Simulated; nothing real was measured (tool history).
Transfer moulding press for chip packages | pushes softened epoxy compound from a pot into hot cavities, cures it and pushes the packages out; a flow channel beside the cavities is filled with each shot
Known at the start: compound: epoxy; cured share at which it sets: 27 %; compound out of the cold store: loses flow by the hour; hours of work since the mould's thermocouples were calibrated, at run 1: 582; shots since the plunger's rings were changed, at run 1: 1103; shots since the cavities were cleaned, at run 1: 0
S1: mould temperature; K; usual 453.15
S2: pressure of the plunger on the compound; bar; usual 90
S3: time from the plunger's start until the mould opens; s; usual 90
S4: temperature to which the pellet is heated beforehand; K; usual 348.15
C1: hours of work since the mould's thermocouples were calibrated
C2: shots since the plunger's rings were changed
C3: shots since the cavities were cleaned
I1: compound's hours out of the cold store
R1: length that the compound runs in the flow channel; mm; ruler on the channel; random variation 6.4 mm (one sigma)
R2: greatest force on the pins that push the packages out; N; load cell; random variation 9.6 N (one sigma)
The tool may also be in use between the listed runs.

run,hour,S1,S2,S3,S4,C1,C2,C3,I1,R1,R2
1,0,453.15,90,90,348.15,582,1103,0,41.1,756,410
2,65.4,453.15,100,90,348.15,622,1882,779,43.4,782,440
# hour 87.8: cavities cleaned with cleaning compound and waxed
3,141.9,453.15,84.2,90,348.15,667,2777,645,11,812,459
# hour 177.3: cavities cleaned with cleaning compound and waxed
# hour 218.1: mould's thermocouples calibrated
4,235.1,453.15,84.2,90,348.15,10,3846,666,43.5,709,439
# hour 269.2: cavities cleaned with cleaning compound and waxed
5,276.7,453.15,90,72,348.15,34,4324,89,19.7,816,645
# hour 319.3: plunger's sealing rings changed
# hour 366.6: cavities cleaned with cleaning compound and waxed
6,368.1,453.15,90,95,348.15,87,564,17,44.3,745,425
7,410.3,453.15,90,95,348.15,112,1067,520,37.9,756,424
# hour 462.4: cavities cleaned with cleaning compound and waxed
8,477.6,453.15,90,95,348.15,152,1852,182,26.2,791,409
# hour 556.8: cavities cleaned with cleaning compound and waxed
9,563.7,453.15,90,95,348.15,203,2860,82,30.4,781,400
10,619.4,453.15,84.9,95,348.15,236,3525,747,15.5,804,423
# hour 647.9: cavities cleaned with cleaning compound and waxed
11,707.3,453.15,84.9,95,348.15,288,4554,708,39.1,732,410
# hour 733.3: plunger's sealing rings changed
# hour 739.5: cavities cleaned with cleaning compound and waxed
12,770,453.15,84.9,95,348.15,323,420,363,17.4,803,424
# hour 827.8: cavities cleaned with cleaning compound and waxed
13,846.6,453.15,84.9,95,348.15,368,1315,224,30.2,757,395
14,903.2,453.15,84.9,95,348.15,402,1990,899,20.8,794,436
# hour 919.5: cavities cleaned with cleaning compound and waxed
15,985.4,458.15,69.7,95,358.15,451,2952,785,29.8,688,402
# hour 1010.8: cavities cleaned with cleaning compound and waxed
16,1054,453.15,69.7,95,358.15,491,3752,514,38.3,672,407
# hour 1103: cavities cleaned with cleaning compound and waxed
17,1115.4,446.15,97.8,108,348.15,527,4466,148,30.9,826,444
# hour 1150.5: plunger's sealing rings changed
18,1172.6,453.15,90,83,348.15,560,264,801,32.9,754,503
# hour 1194.6: cavities cleaned with cleaning compound and waxed
19,1256.1,447.15,85.1,90,344.15,609,1241,733,32.3,762,596
# hour 1285.1: cavities cleaned with cleaning compound and waxed
20,1337,455.15,90,90,357.15,657,2188,619,31.4,778,415
# hour 1375: cavities cleaned with cleaning compound and waxed
21,1413.7,455.15,90,90,357.15,702,3084,462,41.8,743,418
# hour 1431.1: mould's thermocouples calibrated
# hour 1468.2: cavities cleaned with cleaning compound and waxed
22,1468.2,452.15,90,90,348.15,21,3692,0,10.3,844,465
23,1550.5,452.15,90,90,348.15,71,4673,981,44.9,735,461
# hour 1558: cavities cleaned with cleaning compound and waxed
# hour 1566.9: plunger's sealing rings changed
24,1615.1,453.15,90,116,348.15,107,575,651,11.3,842,388
# hour 1654.3: cavities cleaned with cleaning compound and waxed
25,1688.9,453.15,90,116,348.15,151,1437,412,24.5,802,372
# hour 1746.8: cavities cleaned with cleaning compound and waxed
26,1777.5,456.15,90,90,350.15,203,2475,366,28.4,781,400

Forecast each of these 5 alternatives for the next run:
# hour 1836: cavities cleaned with cleaning compound and waxed
A,1860.6,447.15,81.9,102,348.15,252,3447,292,23.1,?,?
# hour 1836: cavities cleaned with cleaning compound and waxed
B,1860.6,446.15,100.7,90,348.15,252,3447,292,38.1,?,?
# hour 1836: cavities cleaned with cleaning compound and waxed
C,1860.6,459.15,92.6,90,348.15,252,3447,292,38.9,?,?
# hour 1836: cavities cleaned with cleaning compound and waxed
D,1860.6,453.15,90,92,356.15,252,3447,292,33,?,?
# hour 1836: cavities cleaned with cleaning compound and waxed
E,1860.6,447.15,90,92,356.15,252,3447,292,8.3,?,?

run,R1,R2
A,773,475
B,816,593
C,758,382
D,784,429
E,866,592
Without the tool's hidden state the same runs would have given:
run,R1,R2
A,773,471
B,817,588
C,759,379
D,785,426
E,866,587
